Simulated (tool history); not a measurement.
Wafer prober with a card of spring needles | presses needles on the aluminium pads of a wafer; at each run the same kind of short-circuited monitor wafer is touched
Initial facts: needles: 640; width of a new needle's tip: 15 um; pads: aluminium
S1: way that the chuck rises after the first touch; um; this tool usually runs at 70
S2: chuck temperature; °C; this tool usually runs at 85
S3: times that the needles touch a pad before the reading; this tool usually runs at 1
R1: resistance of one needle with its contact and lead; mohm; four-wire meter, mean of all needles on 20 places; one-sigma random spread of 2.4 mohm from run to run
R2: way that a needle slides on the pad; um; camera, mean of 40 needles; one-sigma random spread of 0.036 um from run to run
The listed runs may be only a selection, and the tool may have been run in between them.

Run 1, hour 0.0: usual settings. Result: R1 361 mohm, R2 11.93 um.
At hour 2.0: tips cleaned on abrasive film.
At hour 2.3: height of the first contact set anew.
At hour 9.9: tips cleaned on abrasive film.
At hour 17.5: tips cleaned on abrasive film.
At hour 25.1: tips cleaned on abrasive film.
At hour 33.3: tips cleaned on abrasive film.
Run 2, hour 33.3: usual settings. Result: R1 293 mohm, R2 12.31 um.
At hour 42.8: tips cleaned on abrasive film.
At hour 50.3: tips cleaned on abrasive film.
At hour 59.8: tips cleaned on abrasive film.
At hour 67.4: tips cleaned on abrasive film.
At hour 76.9: tips cleaned on abrasive film.
At hour 86.4: tips cleaned on abrasive film.
At hour 93.9: tips cleaned on abrasive film.
Run 3, hour 100.3: usual settings. Result: R1 349 mohm, R2 12.25 um.
At hour 102.3: tips cleaned on abrasive film.
At hour 109.9: tips cleaned on abrasive film.
At hour 119.3: tips cleaned on abrasive film.
At hour 126.9: tips cleaned on abrasive film.
At hour 136.4: tips cleaned on abrasive film.
Run 4, hour 139.6: usual settings. Result: R1 324 mohm, R2 12.12 um.
At hour 145.3: tips cleaned on abrasive film.
At hour 152.9: tips cleaned on abrasive film.
At hour 160.5: tips cleaned on abrasive film.
At hour 170.0: tips cleaned on abrasive film.
At hour 177.6: tips cleaned on abrasive film.
At hour 185.2: tips cleaned on abrasive film.
Run 5, hour 187.1: usual settings. Result: R1 311 mohm, R2 12.05 um.
At hour 192.8: tips cleaned on abrasive film.
At hour 200.4: tips cleaned on abrasive film.
At hour 209.9: tips cleaned on abrasive film.
At hour 217.5: tips cleaned on abrasive film.
At hour 225.1: tips cleaned on abrasive film.
At hour 234.5: tips cleaned on abrasive film.
Run 6, hour 240.4: usual settings but S3 3. Result: R1 313 mohm, R2 11.93 um.
At hour 242.3: tips cleaned on abrasive film.
At hour 244.5: height of the first contact set anew.
At hour 252.1: tips cleaned on abrasive film.
At hour 259.7: tips cleaned on abrasive film.
At hour 267.3: tips cleaned on abrasive film.
At hour 276.8: tips cleaned on abrasive film.
At hour 286.2: tips cleaned on abrasive film.
Run 7, hour 290.3: usual settings but S3 3. Result: R1 307 mohm, R2 12.33 um.
At hour 294.1: tips cleaned on abrasive film.
At hour 303.6: tips cleaned on abrasive film.
At hour 313.1: tips cleaned on abrasive film.
At hour 320.7: tips cleaned on abrasive film.
Run 8, hour 321.6: usual settings but S3 3. Result: R1 288 mohm, R2 12.33 um.
At hour 329.2: tips cleaned on abrasive film.
At hour 336.7: tips cleaned on abrasive film.
At hour 344.3: tips cleaned on abrasive film.
Run 9, hour 349.4: usual settings but S3 3. Result: R1 306 mohm, R2 12.24 um.
At hour 353.3: tips cleaned on abrasive film.
At hour 360.9: tips cleaned on abrasive film.
At hour 368.5: tips cleaned on abrasive film.
At hour 377.9: tips cleaned on abrasive film.
Run 10, hour 384.4: usual settings but S3 3. Result: R1 310 mohm, R2 12.15 um.
At hour 386.4: tips cleaned on abrasive film.
At hour 394.0: tips cleaned on abrasive film.
At hour 401.6: tips cleaned on abrasive film.
At hour 409.2: tips cleaned on abrasive film.
At hour 418.7: tips cleaned on abrasive film.
At hour 426.3: tips cleaned on abrasive film.
At hour 433.9: tips cleaned on abrasive film.
At hour 443.3: tips cleaned on abrasive film.
Run 11, hour 444.3: usual settings but S3 3. Result: R1 291 mohm, R2 12.00 um.
At hour 451.9: tips cleaned on abrasive film.
At hour 459.5: tips cleaned on abrasive film.
At hour 467.1: tips cleaned on abrasive film.
At hour 474.7: tips cleaned on abrasive film.
At hour 484.2: tips cleaned on abrasive film.
Run 12, hour 485.6: usual settings. Result: R1 313 mohm, R2 11.84 um.
At hour 487.7: height of the first contact set anew.
At hour 493.5: tips cleaned on abrasive film.
At hour 501.1: tips cleaned on abrasive film.
At hour 508.7: tips cleaned on abrasive film.
At hour 516.3: tips cleaned on abrasive film.
At hour 525.7: tips cleaned on abrasive film.
At hour 533.3: tips cleaned on abrasive film.
At hour 540.9: tips cleaned on abrasive film.
Run 13, hour 543.2: usual settings but S1 68 um. Result: R1 327 mohm, R2 11.92 um.
At hour 548.9: tips cleaned on abrasive film.
At hour 560.9: card fitted with new needles.
At hour 570.4: tips cleaned on abrasive film.
At hour 578.0: tips cleaned on abrasive film.
At hour 585.6: tips cleaned on abrasive film.
Run 14, hour 586.6: usual settings but S1 68 um. Result: R1 284 mohm, R2 12.01 um.
At hour 594.2: tips cleaned on abrasive film.
At hour 601.8: tips cleaned on abrasive film.
At hour 609.4: tips cleaned on abrasive film.
At hour 618.8: tips cleaned on abrasive film.
At hour 626.4: tips cleaned on abrasive film.
At hour 634.0: tips cleaned on abrasive film.
Run 15, hour 641.2: usual settings but S1 73 um. Result: R1 296 mohm, R2 12.74 um.
At hour 643.2: tips cleaned on abrasive film.
At hour 650.7: tips cleaned on abrasive film.
At hour 658.3: tips cleaned on abrasive film.
At hour 667.8: tips cleaned on abrasive film.
At hour 675.4: tips cleaned on abrasive film.
At hour 684.9: tips cleaned on abrasive film.
Run 16, hour 691.3: usual settings but S1 63 um, S3 2. Result: R1 299 mohm, R2 10.85 um.
At hour 693.3: tips cleaned on abrasive film.
At hour 702.8: tips cleaned on abrasive film.
At hour 710.4: tips cleaned on abrasive film.
At hour 719.9: tips cleaned on abrasive film.
At hour 727.5: tips cleaned on abrasive film.
Run 17, hour 731.6: usual settings but S1 54 um, S2 39 °C. Result: R1 307 mohm, R2 9.16 um.
At hour 735.5: tips cleaned on abrasive film.
At hour 743.1: tips cleaned on abrasive film.
At hour 752.5: tips cleaned on abrasive film.
At hour 760.1: tips cleaned on abrasive film.
At hour 767.7: tips cleaned on abrasive film.
Run 18, hour 769.2: usual settings but S1 74 um. Result: R1 279 mohm, R2 12.66 um.
At hour 776.8: tips cleaned on abrasive film.
At hour 784.4: tips cleaned on abrasive film.
At hour 793.8: tips cleaned on abrasive film.
At hour 803.3: tips cleaned on abrasive film.
At hour 803.6: height of the first contact set anew.
At hour 813.1: tips cleaned on abrasive film.
Run 19, hour 814.5: usual settings but S2 33 °C, S3 2. Result: R1 270 mohm, R2 12.43 um.
At hour 822.1: tips cleaned on abrasive film.
At hour 831.6: tips cleaned on abrasive film.
At hour 839.2: tips cleaned on abrasive film.
Run 20, hour 844.2: usual settings but S2 33 °C, S3 2. Result: R1 276 mohm, R2 12.35 um.
At hour 848.1: tips cleaned on abrasive film.
At hour 855.6: tips cleaned on abrasive film.
At hour 863.2: tips cleaned on abrasive film.
At hour 872.7: tips cleaned on abrasive film.
Run 21, hour 877.4: usual settings but S1 74 um, S2 37 °C, S3 3. Result: R1 271 mohm, R2 12.98 um.
At hour 881.2: tips cleaned on abrasive film.
At hour 888.8: tips cleaned on abrasive film.
At hour 898.3: tips cleaned on abrasive film.
At hour 907.8: tips cleaned on abrasive film.
Run 22, hour 912.3: usual settings but S1 74 um, S2 37 °C, S3 3. Result: R1 270 mohm, R2 12.91 um.
At hour 916.1: tips cleaned on abrasive film.
At hour 923.7: tips cleaned on abrasive film.
At hour 931.3: tips cleaned on abrasive film.
At hour 940.8: tips cleaned on abrasive film.
At hour 950.3: tips cleaned on abrasive film.
At hour 959.7: tips cleaned on abrasive film.
At hour 967.3: tips cleaned on abrasive film.
At hour 974.9: tips cleaned on abrasive film.
Run 23, hour 977.9: usual settings but S1 67 um, S3 3. Result: R1 282 mohm, R2 11.46 um.

Alternative continuations, all from the tool just after run 23; predict every row:
At hour 983.6: tips cleaned on abrasive film.
At hour 991.2: tips cleaned on abrasive film.
At hour 1000.6: tips cleaned on abrasive film.
Run A, hour 1007.2: usual settings but S2 94 °C. Result: R1 ?, R2 ?.
At hour 983.6: tips cleaned on abrasive film.
At hour 991.2: tips cleaned on abrasive film.
At hour 1000.6: tips cleaned on abrasive film.
Run B, hour 1007.2: usual settings but S1 63 um, S2 54 °C, S3 3. Result: R1 ?, R2 ?.
At hour 983.6: tips cleaned on abrasive film.
At hour 991.2: tips cleaned on abrasive film.
At hour 1000.6: tips cleaned on abrasive film.
Run C, hour 1007.2: usual settings but S2 93 °C. Result: R1 ?, R2 ?.
At hour 983.6: tips cleaned on abrasive film.
At hour 991.2: tips cleaned on abrasive film.
At hour 1000.6: tips cleaned on abrasive film.
Run D, hour 1007.2: usual settings but S1 67 um, S2 63 °C, S3 3. Result: R1 ?, R2 ?.

run   R1     R2
  A  321  12.02
  B  281  10.75
  C  314  12.01
  D  287  11.47
Take away the tool's hidden state, keep each run's random variation, and the runs would have read:
run   R1     R2
  A  280  12.48
  B  261  11.21
  C  274  12.47
  D  269  11.93
